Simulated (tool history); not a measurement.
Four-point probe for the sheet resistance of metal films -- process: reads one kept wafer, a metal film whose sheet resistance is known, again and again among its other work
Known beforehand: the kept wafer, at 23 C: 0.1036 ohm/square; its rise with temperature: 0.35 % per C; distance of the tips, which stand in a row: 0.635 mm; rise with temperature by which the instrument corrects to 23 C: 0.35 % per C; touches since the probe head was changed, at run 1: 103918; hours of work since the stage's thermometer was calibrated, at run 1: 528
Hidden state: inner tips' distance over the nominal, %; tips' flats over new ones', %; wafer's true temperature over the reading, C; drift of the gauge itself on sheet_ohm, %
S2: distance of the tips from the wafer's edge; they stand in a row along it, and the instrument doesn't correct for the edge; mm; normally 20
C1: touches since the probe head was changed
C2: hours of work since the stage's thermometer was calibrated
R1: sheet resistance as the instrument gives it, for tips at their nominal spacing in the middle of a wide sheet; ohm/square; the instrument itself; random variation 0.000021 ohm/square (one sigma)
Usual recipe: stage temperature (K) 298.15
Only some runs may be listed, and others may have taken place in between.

{"run": 1, "hour": 0.0, "stage temperature (K)": 298.15, "S2": 20, "C1": 103918, "C2": 528, "R1": 0.10249}
{"run": 2, "hour": 23.5, "stage temperature (K)": 298.15, "S2": 20, "C1": 104884, "C2": 539, "R1": 0.102483}
{"run": 3, "hour": 57.1, "stage temperature (K)": 298.15, "S2": 20, "C1": 106262, "C2": 554, "R1": 0.102446}
{"run": 4, "hour": 96.3, "stage temperature (K)": 301.15, "S2": 20, "C1": 107872, "C2": 572, "R1": 0.102483}
{"run": 5, "hour": 133.8, "stage temperature (K)": 298.15, "S2": 16, "C1": 109410, "C2": 590, "R1": 0.102462}
{"run": 6, "hour": 164.5, "stage temperature (K)": 298.15, "S2": 16, "C1": 110669, "C2": 604, "R1": 0.102449}
{"run": 7, "hour": 186.4, "stage temperature (K)": 306.15, "S2": 16, "C1": 111569, "C2": 614, "R1": 0.102465}
{"run": 8, "hour": 215.8, "stage temperature (K)": 306.15, "S2": 16, "C1": 112779, "C2": 627, "R1": 0.102498}
{"run": 9, "hour": 254.4, "stage temperature (K)": 306.15, "S2": 16, "C1": 114360, "C2": 645, "R1": 0.102437}
{"run": 10, "hour": 276.8, "stage temperature (K)": 300.15, "S2": 20, "C1": 115280, "C2": 655, "R1": 0.102386}
{"run": 11, "hour": 310.3, "stage temperature (K)": 298.15, "S2": 20, "C1": 116657, "C2": 671, "R1": 0.102371}
{"run": 12, "hour": 352.1, "stage temperature (K)": 298.15, "S2": 20, "C1": 118373, "C2": 690, "R1": 0.102346}
{"run": 13, "hour": 372.9, "stage temperature (K)": 298.15, "S2": 20, "C1": 119226, "C2": 699, "R1": 0.102357}
{"run": 14, "hour": 418.7, "stage temperature (K)": 298.15, "S2": 20, "C1": 121105, "C2": 720, "R1": 0.102308}
{"run": 15, "hour": 445.4, "stage temperature (K)": 298.15, "S2": 20, "C1": 122203, "C2": 733, "R1": 0.102312}
{"run": 16, "hour": 480.0, "stage temperature (K)": 295.15, "S2": 20, "C1": 123623, "C2": 749, "R1": 0.10228}
{"run": 17, "hour": 527.9, "stage temperature (K)": 298.15, "S2": 20, "C1": 125590, "C2": 771, "R1": 0.102268}
{"run": 18, "hour": 570.2, "stage temperature (K)": 298.15, "S2": 7, "C1": 127328, "C2": 790, "R1": 0.102659}
{"run": 19, "hour": 601.2, "stage temperature (K)": 298.15, "S2": 41, "C1": 128598, "C2": 804, "R1": 0.102184}
{"run": 20, "hour": 626.7, "stage temperature (K)": 300.15, "S2": 14, "C1": 129645, "C2": 816, "R1": 0.102282}
{"run": 21, "hour": 659.3, "stage temperature (K)": 300.15, "S2": 14, "C1": 130983, "C2": 831, "R1": 0.102298}
{"run": 22, "hour": 697.2, "stage temperature (K)": 300.15, "S2": 14, "C1": 132540, "C2": 848, "R1": 0.102278}
{"run": 23, "hour": 742.2, "stage temperature (K)": 301.15, "S2": 14, "C1": 134386, "C2": 869, "R1": 0.102213}
{"run": 24, "hour": 782.4, "stage temperature (K)": 308.15, "S2": 53, "C1": 136038, "C2": 887, "R1": 0.102157}
{"run": 25, "hour": 827.9, "stage temperature (K)": 308.15, "S2": 53, "C1": 137906, "C2": 908, "R1": 0.102147}
{"run": 26, "hour": 874.9, "stage temperature (K)": 300.15, "S2": 10, "C1": 139834, "C2": 930, "R1": 0.102296}
{"run": 27, "hour": 915.2, "stage temperature (K)": 302.15, "S2": 51, "C1": 141487, "C2": 948, "R1": 0.102069}
{"run": 28, "hour": 953.0, "stage temperature (K)": 297.15, "S2": 12, "C1": 143040, "C2": 966, "R1": 0.102203}
{"run": 29, "hour": 1001.8, "stage temperature (K)": 297.15, "S2": 12, "C1": 145046, "C2": 988, "R1": 0.102162}
{"run": 30, "hour": 1051.4, "stage temperature (K)": 297.15, "S2": 12, "C1": 147078, "C2": 1011, "R1": 0.102131}
{"run": 31, "hour": 1098.5, "stage temperature (K)": 307.15, "S2": 74, "C1": 149014, "C2": 1033, "R1": 0.102052}
{"run": 32, "hour": 1126.2, "stage temperature (K)": 299.15, "S2": 47, "C1": 150150, "C2": 1045, "R1": 0.101979}
{"run": 33, "hour": 1154.7, "stage temperature (K)": 303.15, "S2": 4, "C1": 151319, "C2": 1058, "R1": 0.103343}
{"run": 34, "hour": 1175.2, "stage temperature (K)": 292.15, "S2": 54, "C1": 152160, "C2": 1068, "R1": 0.101897}
{"run": 35, "hour": 1206.7, "stage temperature (K)": 292.15, "S2": 54, "C1": 153454, "C2": 1082, "R1": 0.101913}
{"run": 36, "hour": 1236.6, "stage temperature (K)": 300.15, "S2": 35, "C1": 154684, "C2": 1096, "R1": 0.101933}

Each row is a separate what-if for the run after 36, all from the same tool condition, not one after another. Results?
{"run": "A", "hour": 1265.2, "stage temperature (K)": 303.15, "S2": 4, "C1": 155857, "C2": 1109, "R1": "?"}
{"run": "B", "hour": 1265.2, "stage temperature (K)": 296.15, "S2": 10, "C1": 155857, "C2": 1109, "R1": "?"}
{"run": "C", "hour": 1265.2, "stage temperature (K)": 300.15, "S2": 6, "C1": 155857, "C2": 1109, "R1": "?"}

run=A R1=0.1033
run=B R1=0.102106
run=C R1=0.102508
Without the tool's unlogged condition, the same runs would have read:
run=A R1=0.105035
run=B R1=0.103825
run=C R1=0.104232
